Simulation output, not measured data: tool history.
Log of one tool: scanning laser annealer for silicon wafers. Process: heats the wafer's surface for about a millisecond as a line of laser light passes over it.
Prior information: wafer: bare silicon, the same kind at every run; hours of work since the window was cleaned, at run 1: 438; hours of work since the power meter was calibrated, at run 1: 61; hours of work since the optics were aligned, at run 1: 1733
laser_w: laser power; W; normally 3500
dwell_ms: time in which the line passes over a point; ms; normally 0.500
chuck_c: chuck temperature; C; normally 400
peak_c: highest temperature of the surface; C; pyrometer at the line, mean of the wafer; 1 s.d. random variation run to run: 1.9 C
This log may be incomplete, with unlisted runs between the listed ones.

run	day	laser_w	dwell_ms	chuck_c	hours of work since the window was cleaned	hours of work since the power meter was calibrated	hours of work since the optics were aligned	peak_c
1	0.000	3500	0.500	400	438	61	1733	1180
2	0.208	3500	0.500	400	440	64	1736	1180
3	0.525	3500	0.500	400	444	68	1740	1180
4	0.821	3500	0.500	400	448	72	1744	1177
5	1.200	3500	0.473	400	453	77	1749	1154
6	1.362	3500	0.473	400	455	79	1751	1156
7	1.754	3500	0.500	400	460	84	1756	1179
8	1.933	3500	0.401	400	463	86	1758	1093
9	2.175	3064	0.500	400	466	89	1761	1073
10	2.504	3064	0.500	400	470	94	1766	1074
11	2.817	3500	0.500	400	474	98	1770	1173
12	3.204	3500	0.500	400	479	103	1775	1177
13	3.467	3041	0.500	400	482	106	1778	1067
14	3.729	3041	0.500	400	486	109	1782	1064
# day 3.962: optics aligned, line set to its width
15	4.271	3028	0.364	380	490	114	4	940
16	4.496	3685	0.415	400	493	117	7	1142
17	4.721	3056	0.384	400	496	120	10	982
18	4.971	3437	0.384	400	499	123	13	1060
19	5.217	3500	0.414	388	502	126	16	1087
20	5.546	3503	0.609	388	507	130	21	1250
# day 5.875: optics aligned, line set to its width, once more
21	5.979	3370	0.411	421	510	133	1	1102
22	6.188	3370	0.423	379	512	136	4	1071
23	6.575	3370	0.423	437	517	141	9	1127
24	6.846	3308	0.509	364	521	144	13	1107
25	7.125	3372	0.421	364	524	148	16	1051
26	7.283	3105	0.372	400	527	150	18	990
27	7.625	3105	0.372	400	531	154	23	987

Forecast each of these 5 alternatives for the next run:
A	7.812	3105	0.511	400	533	157	25	?
B	7.812	3105	0.525	400	533	157	25	?
C	7.812	3314	0.493	378	533	157	25	?
D	7.812	3477	0.507	381	533	157	25	?
E	7.812	3105	0.530	400	533	157	25	?

run	peak_c
A	1097
B	1106
C	1111
D	1168
E	1107
What these runs would have given with no unlogged condition in the tool:
run	peak_c
A	1126
B	1135
C	1141
D	1200
E	1136

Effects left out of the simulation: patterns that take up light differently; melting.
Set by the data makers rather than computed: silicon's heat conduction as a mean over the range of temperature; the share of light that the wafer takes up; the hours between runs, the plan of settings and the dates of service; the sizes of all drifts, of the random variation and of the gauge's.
